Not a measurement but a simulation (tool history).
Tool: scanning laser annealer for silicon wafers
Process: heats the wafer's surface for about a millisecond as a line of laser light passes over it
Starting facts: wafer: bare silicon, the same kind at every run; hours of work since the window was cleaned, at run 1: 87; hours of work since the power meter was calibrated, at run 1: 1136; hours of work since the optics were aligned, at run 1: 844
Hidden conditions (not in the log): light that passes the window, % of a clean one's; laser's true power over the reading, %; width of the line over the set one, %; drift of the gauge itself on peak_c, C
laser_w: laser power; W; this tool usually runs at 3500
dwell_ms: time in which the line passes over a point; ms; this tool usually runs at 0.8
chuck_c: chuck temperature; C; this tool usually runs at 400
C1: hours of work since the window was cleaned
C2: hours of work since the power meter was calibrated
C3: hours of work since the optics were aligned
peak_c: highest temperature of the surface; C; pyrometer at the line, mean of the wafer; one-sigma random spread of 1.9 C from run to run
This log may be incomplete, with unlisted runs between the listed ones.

Run 1, hour 0: usual settings; C1 87; C2 1136; C3 844. Result: peak_c 1145 C.
Run 2, hour 92.5: usual settings; C1 128; C2 1177; C3 885. Result: peak_c 1144 C.
At hour 113.8: optics aligned, line set to its width.
Run 3, hour 152.7: usual settings but chuck_c 366 C; C1 152; C2 1201; C3 17. Result: peak_c 1096 C.
Run 4, hour 218.5: usual settings but dwell_ms 0.804 ms; C1 182; C2 1231; C3 47. Result: peak_c 1135 C.
Run 5, hour 267.2: usual settings but dwell_ms 0.804 ms; C1 204; C2 1253; C3 68. Result: peak_c 1134 C.
Run 6, hour 321.6: usual settings; C1 228; C2 1277; C3 93. Result: peak_c 1134 C.
Run 7, hour 391.7: usual settings; C1 259; C2 1308; C3 124. Result: peak_c 1130 C.
At hour 441.2: optics aligned, line set to its width, once more.
Run 8, hour 461.5: usual settings but laser_w 3014 W, dwell_ms 0.889 ms, chuck_c 409 C; C1 288; C2 1337; C3 9. Result: peak_c 1087 C.
Run 9, hour 502.1: usual settings but laser_w 3014 W, dwell_ms 0.889 ms, chuck_c 409 C; C1 306; C2 1355; C3 27. Result: peak_c 1092 C.
Run 10, hour 542.7: usual settings but laser_w 3794 W, chuck_c 385 C; C1 324; C2 1373; C3 45. Result: peak_c 1197 C.
Run 11, hour 605.3: usual settings but laser_w 3606 W, dwell_ms 0.846 ms, chuck_c 415 C; C1 352; C2 1401; C3 73. Result: peak_c 1209 C.
Run 12, hour 672: usual settings but laser_w 3585 W, chuck_c 381 C; C1 382; C2 1431; C3 103. Result: peak_c 1144 C.
Run 13, hour 741.3: usual settings but laser_w 3094 W, dwell_ms 0.896 ms, chuck_c 381 C; C1 413; C2 1462; C3 134. Result: peak_c 1082 C.
Run 14, hour 798.5: usual settings but dwell_ms 0.563 ms, chuck_c 395 C; C1 438; C2 1487; C3 159. Result: peak_c 1009 C.

Across each entry between runs, compare the hidden state at the last listed run before it with the hidden state at the first listed run after it:
After run 2, before run 3: optics aligned, line set to its width (hour 113.8)
  light that passes the window, % of a clean one's: 98.99 -> 98.84; laser's true power over the reading, %: 0.48 -> 0.49; width of the line over the set one, %: 3.57 -> 5.64
  measured less the result without the state, peak_c: -17 -> -25 C
After run 7, before run 8: optics aligned, line set to its width, once more (hour 441.2)
  light that passes the window, % of a clean one's: 98.23 -> 98.07; laser's true power over the reading, %: 0.55 -> 0.57; width of the line over the set one, %: 6.05 -> 0.21
  measured less the result without the state, peak_c: -30 -> -11 C
